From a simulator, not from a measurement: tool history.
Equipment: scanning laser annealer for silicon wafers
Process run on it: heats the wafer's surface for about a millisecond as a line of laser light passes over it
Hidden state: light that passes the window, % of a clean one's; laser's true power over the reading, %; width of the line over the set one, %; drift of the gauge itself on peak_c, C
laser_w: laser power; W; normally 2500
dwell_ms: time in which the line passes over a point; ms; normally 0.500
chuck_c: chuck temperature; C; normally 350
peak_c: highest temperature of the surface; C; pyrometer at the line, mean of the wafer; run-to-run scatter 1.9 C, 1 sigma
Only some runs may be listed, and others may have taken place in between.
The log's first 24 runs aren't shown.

run	hour	laser_w	dwell_ms	chuck_c	hours of work since the window was cleaned	hours of work since the power meter was calibrated	hours of work since the optics were aligned	peak_c
25	1068.3	2183	0.521	366	38	2017	173	1064
26	1100.2	2655	0.433	365	60	2039	195	1146
27	1130.7	2158	0.399	319	81	2060	216	911
28	1198.8	2599	0.500	350	128	2106	263	1168
29	1243.5	2599	0.500	350	158	2137	293	1162
30	1307.3	2599	0.500	350	202	2181	337	1161
31	1351.2	2599	0.500	350	232	2211	367	1156
32	1380.9	2743	0.415	361	253	2231	388	1127
33	1419.6	2600	0.486	341	279	2258	414	1129
34	1486.8	2600	0.486	341	325	2304	460	1124
35	1516.9	2600	0.486	341	346	2325	481	1115
36	1545.6	2600	0.486	341	366	2344	501	1115
37	1586.1	2233	0.361	339	394	2372	528	896
38	1621.2	2541	0.584	339	418	2396	553	1171
39	1657.5	2541	0.584	339	443	2421	577	1164
# hour 1712.4: window over the wafer cleaned
40	1728.7	2277	0.489	323	11	2469	625	1020
41	1797.5	2277	0.489	323	58	2516	672	1015
42	1850.3	2275	0.500	350	95	2552	708	1051

What if the next run were any one of these 3? Each begins from the tool's condition after run 42:
A	1902.2	2548	0.493	335	130	2588	744	?
B	1902.2	2645	0.485	319	130	2588	744	?
C	1902.2	2496	0.500	313	130	2588	744	?

run	peak_c
A	1117
B	1128
C	1081
Without the tool's unlogged condition, the same runs would have read:
run	peak_c
A	1158
B	1171
C	1122

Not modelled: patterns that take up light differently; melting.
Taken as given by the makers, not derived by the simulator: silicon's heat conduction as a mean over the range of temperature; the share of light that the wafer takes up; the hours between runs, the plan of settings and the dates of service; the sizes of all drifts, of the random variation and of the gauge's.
